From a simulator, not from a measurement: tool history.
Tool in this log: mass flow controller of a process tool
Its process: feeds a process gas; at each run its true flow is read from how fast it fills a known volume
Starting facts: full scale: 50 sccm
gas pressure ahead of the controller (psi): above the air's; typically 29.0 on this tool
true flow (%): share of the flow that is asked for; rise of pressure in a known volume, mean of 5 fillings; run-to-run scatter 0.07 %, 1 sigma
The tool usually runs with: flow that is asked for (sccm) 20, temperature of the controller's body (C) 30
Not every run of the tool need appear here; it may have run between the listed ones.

run    hour  flow that is asked for (sccm)  gas pressure ahead of the controller (psi)  temperature of the controller's body (C)  true flow (%)
  1     0.0                             20                                        29.0                                        30         100.32
  2   155.5                             20                                        29.0                                        30         100.55
  3   295.6                             20                                        29.0                                        30         100.59
  4   363.2                              7                                        29.0                                        30         102.61
  5   431.0                             20                                        36.3                                        30         100.29
  6   511.8                             20                                        33.8                                        30         100.37
  7   584.5                             20                                        33.8                                        30         100.36
  8   715.6                             20                                        29.0                                        33         100.28
  9   872.7                             20                                        29.0                                        33         100.37
 10  1009.1                             20                                        29.0                                        33         100.40
 11  1118.6                             20                                        29.0                                        33         100.53
 12  1264.1                             20                                        29.0                                        33         100.58
 13  1384.1                             20                                        29.0                                        33         100.69
 14  1506.3                             20                                        29.0                                        22         101.98
 15  1648.6                             20                                        29.0                                        30         100.98
     1656.7  -- controller's zero set anew
 16  1765.7                             20                                        29.0                                        21         103.28
 17  1878.9                             20                                        29.0                                        37         101.33
 18  1957.5                             31                                        36.0                                        25         101.82
 19  2040.3                             15                                        36.0                                        21         103.75
 20  2111.1                             36                                        36.0                                        39         100.25
 21  2213.5                              7                                        25.4                                        30         107.32

Predict the results of run 22:
 22  2343.3                              5                                        22.6                                        40              ?

true flow (%): 109.83
With the hidden condition absent and the run-to-run variation left alone, this run would have shown true flow (%) 96.96.
